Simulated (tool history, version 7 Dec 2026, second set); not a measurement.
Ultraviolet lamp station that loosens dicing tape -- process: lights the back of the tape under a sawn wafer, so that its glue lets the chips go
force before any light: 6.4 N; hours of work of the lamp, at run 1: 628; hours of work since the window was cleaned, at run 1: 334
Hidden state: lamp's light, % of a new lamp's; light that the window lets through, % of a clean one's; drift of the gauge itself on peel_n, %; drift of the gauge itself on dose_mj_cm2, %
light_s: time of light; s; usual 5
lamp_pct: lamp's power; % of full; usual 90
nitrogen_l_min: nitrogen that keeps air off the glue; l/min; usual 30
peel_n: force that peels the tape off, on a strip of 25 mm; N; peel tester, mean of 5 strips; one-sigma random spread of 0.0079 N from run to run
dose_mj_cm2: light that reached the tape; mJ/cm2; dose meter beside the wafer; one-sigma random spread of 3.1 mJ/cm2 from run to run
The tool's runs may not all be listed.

run	hour	light_s	lamp_pct	nitrogen_l_min	hours of work of the lamp	hours of work since the window was cleaned	peel_n	dose_mj_cm2
1	0	5	90	30	628	334	0.586	340
2	40.9	5	90	30	650	356	0.62	335
3	69.6	5	90	30	666	371	0.658	337
4	94.5	5	90	30	679	385	0.649	330
5	122	5	90	30	694	400	0.655	330
6	158.9	5	90	30	714	419	0.685	321
7	184.1	5	90	30	727	433	0.699	324
8	219.9	5	89	30	747	452	0.7	319
9	259.8	5	65	30	768	474	1.261	223
10	291.7	5	65	30	786	491	1.332	223
11	309.5	5	65	30	795	501	1.291	223
12	339.2	5	65	30	811	517	1.325	221
13	363.6	5	65	30	824	530	1.363	218
14	400.4	5	90	30	844	550	0.78	301
# hour 403.6: window cleaned of glue's vapour
15	430.9	5	90	30	860	15	0.853	290
# hour 445: lamp changed
16	463.6	5	91	30	10	32	0.356	433
17	496.7	5	91	30	28	50	0.382	424
18	514.5	5	90	28	37	59	0.407	425
# hour 536.9: window cleaned of glue's vapour, once more
19	553.6	5	90	28	58	9	0.335	451
20	590.9	5	90	16	78	29	0.486	447
21	622.8	5	90	16	96	46	0.491	445
22	648.1	2	72	19	109	60	2.647	138
23	676.8	2	72	19	125	75	2.715	143
24	708.8	2	72	19	142	93	2.555	138
25	735	3	78	13	156	107	1.789	222
26	752.4	5	90	16	166	116	0.521	426
27	771.5	5	90	16	176	127	0.543	428
28	790	5	90	16	186	137	0.572	428
29	815.4	4	84	25	200	150	0.786	311
30	832.2	6	64	13	209	159	0.844	363
31	857.1	3	81	10	222	173	1.965	224
32	885.4	4	72	36	237	188	0.939	267
33	925	2	72	12	259	209	2.997	126
34	947.7	9	90	31	271	222	0.129	729
35	964.5	9	90	31	280	231	0.13	727
36	1002.6	5	63	31	300	251	0.912	278
37	1041.9	6	90	17	322	272	0.402	475
38	1064.8	9	70	30	334	285	0.21	555
39	1089.5	5	70	20	347	298	0.948	301
40	1115	5	70	20	361	312	0.942	299
41	1151.5	5	78	26	381	332	0.676	332

Forecast each of these 3 alternatives for the next run:
A	1181.8	4	78	26	397	348	?	?
B	1181.8	5	68	32	397	348	?	?
C	1181.8	2	84	14	397	348	?	?

run	peel_n	dose_mj_cm2
A	1.044	264
B	0.859	284
C	2.749	138
Take away the tool's hidden state, keep each run's random variation, and the runs would have read:
run	peel_n	dose_mj_cm2
A	0.716	324
B	0.57	348
C	2.281	170
